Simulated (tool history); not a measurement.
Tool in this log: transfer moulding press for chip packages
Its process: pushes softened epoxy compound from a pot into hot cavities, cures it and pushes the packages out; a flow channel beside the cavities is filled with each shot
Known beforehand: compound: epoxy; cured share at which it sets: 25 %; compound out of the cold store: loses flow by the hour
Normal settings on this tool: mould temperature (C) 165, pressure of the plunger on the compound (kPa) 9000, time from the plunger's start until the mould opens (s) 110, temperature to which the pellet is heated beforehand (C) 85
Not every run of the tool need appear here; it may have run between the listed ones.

run   hour  mould temperature (C)  pressure of the plunger on the compound (kPa)  time from the plunger's start until the mould opens (s)  temperature to which the pellet is heated beforehand (C)  incoming compound's hours out of the cold store  length that the compound runs in the flow channel (mm)  greatest force on the pins that push the packages out (N)
  1      0                    165                                           9000                                                      110                                                        85                                             27.5                                                     807                                                        305
        12  -- plunger's sealing rings changed
  2   20.1                    165                                           9000                                                      110                                                        85                                             23.7                                                     912                                                        337
  3   47.3                    165                                           9000                                                      110                                                        85                                             42.2                                                     803                                                        357
  4   67.1                    163                                           9000                                                      110                                                        85                                             12.8                                                     978                                                        361
        72  -- cavities cleaned with cleaning compound and waxed
  5     85                    165                                           9000                                                      110                                                        85                                             40.3                                                     801                                                        258
  6   97.2                    165                                           9000                                                      110                                                        85                                             30.7                                                     860                                                        293
  7  117.8                    165                                           9000                                                       98                                                        85                                             28.9                                                     859                                                        357
  8    132                    169                                           7690                                                      119                                                        79                                              8.5                                                     900                                                        323
  9  147.8                    167                                           7690                                                       95                                                        79                                              9.4                                                     896                                                        388
 10  163.3                    167                                           7690                                                       95                                                        79                                             10.2                                                     899                                                        397
     173.5  -- cavities cleaned with cleaning compound and waxed
 11  189.5                    167                                           7690                                                       95                                                        79                                             40.7                                                     730                                                        292
 12  213.2                    163                                           9000                                                      101                                                        85                                             43.1                                                     782                                                        333

Predict each of these 3 candidate next runs independently; none follows another, all start after run 12:
  A  240.6                    168                                           8690                                                      110                                                        93                                             20.9                                                       ?                                                          ?
  B  240.6                    165                                           8590                                                      139                                                        90                                             47.4                                                       ?                                                          ?
  C  240.6                    163                                           9630                                                      146                                                        85                                             37.1                                                       ?                                                          ?

run  length that the compound runs in the flow channel (mm)  greatest force on the pins that push the packages out (N)
  A                                                     866                                                        332
  B                                                     720                                                        336
  C                                                     830                                                        328
Had the tool no hidden state, the same runs would have come out as:
run  length that the compound runs in the flow channel (mm)  greatest force on the pins that push the packages out (N)
  A                                                     909                                                        218
  B                                                     756                                                        218
  C                                                     871                                                        214
